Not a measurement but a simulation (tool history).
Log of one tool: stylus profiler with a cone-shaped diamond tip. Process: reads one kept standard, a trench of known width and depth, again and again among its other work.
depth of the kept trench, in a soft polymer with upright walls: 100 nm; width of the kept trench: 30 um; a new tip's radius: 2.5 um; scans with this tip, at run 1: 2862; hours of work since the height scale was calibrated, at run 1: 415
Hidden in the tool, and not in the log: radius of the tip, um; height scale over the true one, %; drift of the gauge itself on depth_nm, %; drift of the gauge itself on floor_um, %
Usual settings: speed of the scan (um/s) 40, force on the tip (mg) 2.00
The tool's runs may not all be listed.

| run | hour | speed of the scan (um/s) | force on the tip (mg) | scans with this tip | hours of work since the height scale was calibrated | depth of the trench (Å) | width of the trench's floor (um) |
|---|---|---|---|---|---|---|---|
| 1 | 0.0 | 40 | 2.00 | 2862 | 415 | 1008.3 | 28.23 |
| 2 | 29.4 | 40 | 2.66 | 2969 | 431 | 1010.8 | 28.29 |
| 3 | 56.6 | 17 | 2.00 | 3069 | 446 | 1008.4 | 28.35 |
| 4 | 73.3 | 17 | 2.00 | 3130 | 454 | 1008.9 | 28.36 |
| 5 | 94.0 | 17 | 2.00 | 3206 | 465 | 1008.7 | 28.38 |
| 6 | 118.3 | 51 | 2.00 | 3295 | 478 | 1009.1 | 28.16 |
| 7 | 133.3 | 51 | 2.00 | 3349 | 486 | 1008.3 | 28.18 |
| 8 | 153.6 | 15 | 3.86 | 3424 | 497 | 1014.1 | 28.35 |
| 9 | 177.8 | 15 | 3.86 | 3512 | 510 | 1013.8 | 28.35 |
| 10 | 204.6 | 121 | 2.00 | 3610 | 524 | 1007.7 | 27.82 |
| 11 | 232.5 | 121 | 2.00 | 3712 | 539 | 1008.2 | 27.82 |
| 12 | 254.4 | 121 | 2.00 | 3792 | 551 | 1007.5 | 27.77 |

3 ways to go on from here, each from the tool as it stands after run 12. What would each give?
| A | 270.9 | 23 | 2.06 | 3853 | 559 | ? | ? |
| B | 270.9 | 140 | 1.00 | 3853 | 559 | ? | ? |
| C | 270.9 | 70 | 0.93 | 3853 | 559 | ? | ? |

| run | depth of the trench (Å) | width of the trench's floor (um) |
|---|---|---|
| A | 1008.1 | 28.28 |
| B | 1004.1 | 27.39 |
| C | 1004.3 | 27.85 |
Without the tool's hidden state the same runs would have given:
| run | depth of the trench (Å) | width of the trench's floor (um) |
|---|---|---|
| A | 1009.8 | 28.47 |
| B | 1005.8 | 27.59 |
| C | 1006.0 | 28.04 |

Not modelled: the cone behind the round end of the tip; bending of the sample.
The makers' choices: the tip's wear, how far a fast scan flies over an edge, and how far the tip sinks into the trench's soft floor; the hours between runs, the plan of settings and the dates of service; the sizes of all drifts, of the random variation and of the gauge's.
